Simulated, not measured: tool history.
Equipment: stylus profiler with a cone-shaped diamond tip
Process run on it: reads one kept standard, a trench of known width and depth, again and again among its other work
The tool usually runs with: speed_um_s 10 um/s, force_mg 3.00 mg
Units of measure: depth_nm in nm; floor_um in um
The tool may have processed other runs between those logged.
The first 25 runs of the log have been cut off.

Run 26, hour 619.2: usual settings but speed_um_s 38 um/s, force_mg 5.97 mg. Result: depth_nm 201.89 nm, floor_um 15.96 um.
Run 27, hour 653.3: usual settings but speed_um_s 38 um/s, force_mg 5.97 mg. Result: depth_nm 201.97 nm, floor_um 15.94 um.
Run 28, hour 691.4: usual settings but speed_um_s 38 um/s, force_mg 5.63 mg. Result: depth_nm 201.84 nm, floor_um 15.92 um.
Run 29, hour 726.9: usual settings but speed_um_s 18 um/s, force_mg 1.71 mg. Result: depth_nm 200.30 nm, floor_um 15.82 um.
Run 30, hour 749.3: usual settings but speed_um_s 18 um/s, force_mg 1.71 mg. Result: depth_nm 200.21 nm, floor_um 15.89 um.
At hour 763.5: height scale calibrated on a step standard.
Run 31, hour 786.7: usual settings but speed_um_s 18 um/s, force_mg 1.71 mg. Result: depth_nm 201.12 nm, floor_um 15.84 um.
Run 32, hour 824.2: usual settings but speed_um_s 18 um/s, force_mg 1.71 mg. Result: depth_nm 201.13 nm, floor_um 15.82 um.
Run 33, hour 857.6: usual settings but speed_um_s 40 um/s. Result: depth_nm 201.73 nm, floor_um 15.72 um.
Run 34, hour 888.2: usual settings but speed_um_s 31 um/s, force_mg 1.30 mg. Result: depth_nm 200.89 nm, floor_um 15.64 um.

Consider 3 possible next runs. They are alternatives, not a sequence: every one starts from the tool as it was left by run 34. What does each give?
Run A, hour 920.0: usual settings but speed_um_s 24 um/s, force_mg 6.38 mg. Result: depth_nm ?, floor_um ?.
Run B, hour 920.0: usual settings but speed_um_s 17 um/s, force_mg 1.54 mg. Result: depth_nm ?, floor_um ?.
Run C, hour 920.0: usual settings but force_mg 8.84 mg. Result: depth_nm ?, floor_um ?.

run  depth_nm  floor_um
  A    202.73     15.83
  B    201.07     15.75
  C    203.50     15.93
What these runs would have given with no unlogged condition in the tool:
run  depth_nm  floor_um
  A    202.87     17.11
  B    201.21     17.03
  C    203.64     17.21
